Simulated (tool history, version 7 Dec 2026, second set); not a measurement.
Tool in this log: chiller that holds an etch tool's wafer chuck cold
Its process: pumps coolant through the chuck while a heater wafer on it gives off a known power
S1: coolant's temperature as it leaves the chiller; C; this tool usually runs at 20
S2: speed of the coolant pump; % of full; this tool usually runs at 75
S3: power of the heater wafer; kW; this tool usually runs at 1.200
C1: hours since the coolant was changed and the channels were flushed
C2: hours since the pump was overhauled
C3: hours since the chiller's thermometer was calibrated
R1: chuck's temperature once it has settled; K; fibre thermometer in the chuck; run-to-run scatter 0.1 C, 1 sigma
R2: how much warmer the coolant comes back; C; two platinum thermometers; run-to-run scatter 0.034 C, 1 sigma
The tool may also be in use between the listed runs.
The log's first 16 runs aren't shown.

run,hour,S1,S2,S3,C1,C2,C3,R1,R2
17,439.8,22,62,1.200,3729,1858,1513,308.15,6.64
18,468.7,14,66,0.674,3758,1887,1542,294.05,3.66
19,509.3,14,61,1.495,3798,1928,1583,303.35,8.36
20,544.7,21,81,1.200,3834,1963,1618,304.95,5.30
21,576.6,21,81,1.200,3866,1995,1650,304.85,5.29
22,599.3,16,93,1.267,3888,2018,1673,299.55,4.89
23,617.7,13,75,1.381,3907,2036,1691,299.15,6.58
24,639.0,13,75,1.381,3928,2057,1712,299.05,6.49
25,677.5,30,67,1.301,3967,2096,1751,316.35,6.84
26,703.4,16,88,0.949,3992,2122,1777,297.35,4.04
# hour 726.0: gauge calibrated
27,734.2,16,88,0.949,4023,2153,1807,297.35,3.53
28,765.7,16,88,0.949,4055,2184,1839,297.15,3.53
29,803.1,29,75,1.690,4092,2221,1876,318.25,7.46
30,829.2,12,90,1.035,4118,2247,1902,293.95,3.91
31,846.7,12,90,1.035,4136,2265,1920,293.95,3.90

4 ways to go on from here, each from the tool as it stands after run 31. What would each give?
A,864.7,11,74,0.882,4154,2283,1938,?,?
B,864.7,12,81,1.035,4154,2283,1938,?,?
C,864.7,22,97,1.186,4154,2283,1938,?,?
D,864.7,10,62,0.744,4154,2283,1938,?,?

run,R1,R2
A,292.65,4.04
B,294.45,4.39
C,304.75,4.16
D,291.15,4.04
Take away the tool's hidden state, keep each run's random variation, and the runs would have read:
run,R1,R2
A,292.65,3.94
B,294.35,4.30
C,304.75,4.06
D,291.15,3.94
